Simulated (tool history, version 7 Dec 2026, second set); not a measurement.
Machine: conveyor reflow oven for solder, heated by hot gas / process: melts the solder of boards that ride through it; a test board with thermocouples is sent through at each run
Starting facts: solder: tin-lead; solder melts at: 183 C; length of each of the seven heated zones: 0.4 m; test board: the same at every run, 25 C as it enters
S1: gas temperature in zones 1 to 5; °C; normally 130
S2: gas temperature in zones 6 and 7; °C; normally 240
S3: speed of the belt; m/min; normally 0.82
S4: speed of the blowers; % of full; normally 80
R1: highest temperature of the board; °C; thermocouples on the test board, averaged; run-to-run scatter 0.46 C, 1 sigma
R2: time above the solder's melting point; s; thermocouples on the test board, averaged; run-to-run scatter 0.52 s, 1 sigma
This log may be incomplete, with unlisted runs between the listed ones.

| run | day | S1 | S2 | S3 | S4 | R1 | R2 |
|---|---|---|---|---|---|---|---|
| 1 | 0 | 130 | 240 | 0.82 | 80 | 215.3 | 39.7 |
|  | 0.233 | flux residue cleaned out of gas plates and filters |
| 2 | 0.538 | 130 | 240 | 0.82 | 80 | 221.3 | 43.3 |
| 3 | 0.883 | 130 | 240 | 0.82 | 80 | 220.9 | 44.8 |
| 4 | 1.408 | 130 | 240 | 0.82 | 80 | 220.7 | 43.6 |
| 5 | 1.938 | 130 | 240 | 0.82 | 80 | 219.9 | 43.9 |
| 6 | 2.475 | 130 | 240 | 0.816 | 80 | 219.7 | 43.8 |
| 7 | 2.879 | 130 | 240 | 0.816 | 80 | 220.4 | 43.6 |
| 8 | 3.317 | 130 | 240 | 0.816 | 80 | 220.4 | 43.8 |
| 9 | 3.788 | 130 | 240 | 0.82 | 80 | 219.9 | 44.1 |
| 10 | 4.029 | 130 | 240 | 0.82 | 80 | 220 | 43.1 |
| 11 | 4.354 | 130 | 240 | 0.82 | 80 | 219 | 43.3 |
| 12 | 4.696 | 130 | 234 | 0.82 | 80 | 214.7 | 40.8 |
| 13 | 5.058 | 130 | 234 | 0.82 | 80 | 214.2 | 39.3 |
| 14 | 5.296 | 130 | 240 | 0.82 | 80 | 218.9 | 43.1 |
| 15 | 5.7 | 130 | 245 | 0.82 | 80 | 224 | 45.2 |
| 16 | 6.012 | 135 | 250 | 0.82 | 52 | 214.8 | 39.5 |
| 17 | 6.433 | 130 | 240 | 0.812 | 60 | 211.3 | 36.3 |
| 18 | 6.929 | 130 | 240 | 0.82 | 83 | 219.6 | 43.2 |
| 19 | 7.2 | 134 | 248 | 0.857 | 55 | 213.6 | 37 |
| 20 | 7.458 | 134 | 248 | 0.857 | 55 | 212.9 | 37 |
| 21 | 7.829 | 116 | 241 | 0.751 | 83 | 220.6 | 45.8 |
| 22 | 8.271 | 142 | 240 | 0.82 | 57 | 212.9 | 40 |
| 23 | 8.688 | 132 | 240 | 0.82 | 61 | 211 | 37.2 |
| 24 | 9.133 | 130 | 253 | 0.82 | 55 | 217.4 | 40.7 |
| 25 | 9.554 | 129 | 251 | 0.923 | 55 | 209.7 | 29.6 |
| 26 | 9.95 | 143 | 252 | 0.974 | 57 | 213.1 | 34 |
| 27 | 10.171 | 130 | 247 | 0.666 | 80 | 231.1 | 60.5 |
| 28 | 10.429 | 130 | 240 | 0.93 | 57 | 202.9 | 23.6 |
| 29 | 10.867 | 130 | 240 | 0.93 | 57 | 202.2 | 24.2 |
| 30 | 11.292 | 138 | 240 | 0.82 | 80 | 219.1 | 44.9 |

Predict each of these 4 candidate next runs independently; none follows another, all start after run 30:
| A | 11.679 | 132 | 240 | 0.968 | 80 | ? | ? |
| B | 11.679 | 130 | 242 | 0.732 | 80 | ? | ? |
| C | 11.679 | 138 | 251 | 0.82 | 80 | ? | ? |
| D | 11.679 | 142 | 240 | 0.943 | 80 | ? | ? |

| run | R1 | R2 |
|---|---|---|
| A | 210.9 | 32.4 |
| B | 222.8 | 51 |
| C | 228.5 | 49.3 |
| D | 214.5 | 37.8 |
Take away the tool's hidden state, keep each run's random variation, and the runs would have read:
| run | R1 | R2 |
|---|---|---|
| A | 215.8 | 35.2 |
| B | 227.3 | 53.1 |
| C | 233.3 | 50.9 |
| D | 219.2 | 40.2 |
